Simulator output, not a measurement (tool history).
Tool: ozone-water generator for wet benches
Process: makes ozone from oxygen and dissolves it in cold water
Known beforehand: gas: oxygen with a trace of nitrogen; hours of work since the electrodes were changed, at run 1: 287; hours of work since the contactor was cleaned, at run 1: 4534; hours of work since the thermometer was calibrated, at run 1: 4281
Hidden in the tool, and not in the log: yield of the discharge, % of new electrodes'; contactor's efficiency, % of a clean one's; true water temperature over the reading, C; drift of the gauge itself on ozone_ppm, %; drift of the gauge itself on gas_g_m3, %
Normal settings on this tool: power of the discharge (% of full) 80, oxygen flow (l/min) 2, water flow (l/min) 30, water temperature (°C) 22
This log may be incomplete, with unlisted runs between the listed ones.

run,day,power of the discharge (% of full),oxygen flow (l/min),water flow (l/min),water temperature (°C),hours of work since the electrodes were changed,hours of work since the contactor was cleaned,hours of work since the thermometer was calibrated,dissolved ozone (ppm),ozone in the gas ahead of the water (g/m3)
1,0,80,2,30,22,287,4534,4281,7.4,163.4
2,0.692,80,2,30,22,304,4551,4298,7.5,163.5
3,1.912,76,2,30,22,333,4580,4327,7.6,158.1
4,3.375,76,2,30,22,368,4615,4362,7.2,160
5,4.296,80,2,30,22,390,4637,4384,7.4,162.7
6,5.483,80,2,30,22,419,4666,4413,7.5,165.4
7,6.525,80,2,30,24,444,4691,4438,7.5,165.4
8,7.167,80,2,30,24,459,4706,4453,7.4,164.2
9,8.246,80,2,30,22,485,4732,4479,7.6,162.2
# day 9.321: contactor cleaned
10,9.629,80,2,30,22,514,7,4508,7.4,164.5
11,10.321,80,2,30,22,531,24,4525,7.6,163.9
12,11.679,80,2,30,22,563,57,4557,7.7,162.8
13,13.112,80,2,30,22,598,91,4592,7.6,164.1
14,14.446,80,2,30,22,630,123,4624,7.5,163.5
15,15.142,80,2,30,22,646,140,4640,7.5,162.7
16,16.667,80,2,22,24,683,176,4677,9.7,164.5
17,17.558,80,1.72,22,15,704,198,4698,9.9,174.7
18,18.192,80,2.93,20,22,720,213,4714,12.2,140
19,19.654,80,1.92,20,22,755,248,4749,10.7,165.2
20,20.667,42,1.92,43,22,779,272,4773,3.4,113.5
21,21.321,42,1.92,43,22,795,288,4789,3.5,114.4
22,22.233,66,1.06,43,16,817,310,4811,3.5,189.7
23,23.292,66,1.06,43,16,842,335,4836,3.5,190.7
24,24.179,44,2,39,22,863,356,4857,4,117
25,24.921,53,2.99,20,26,881,374,4875,9.1,109.2

3 options for the next run, each taken on its own from the tool as it stands now. Forecast them:
A,26.15,53,1.36,20,24,910,404,4904,?,?
B,26.15,80,1.69,41,22,910,404,4904,?,?
C,26.15,80,2,33,24,910,404,4904,?,?

run,dissolved ozone (ppm),ozone in the gas ahead of the water (g/m3)
A,7.2,150.6
B,5.1,173.1
C,6.9,164.7
Take away the tool's hidden state, keep each run's random variation, and the runs would have read:
run,dissolved ozone (ppm),ozone in the gas ahead of the water (g/m3)
A,7.2,150.7
B,5.1,173.1
C,6.9,164.8
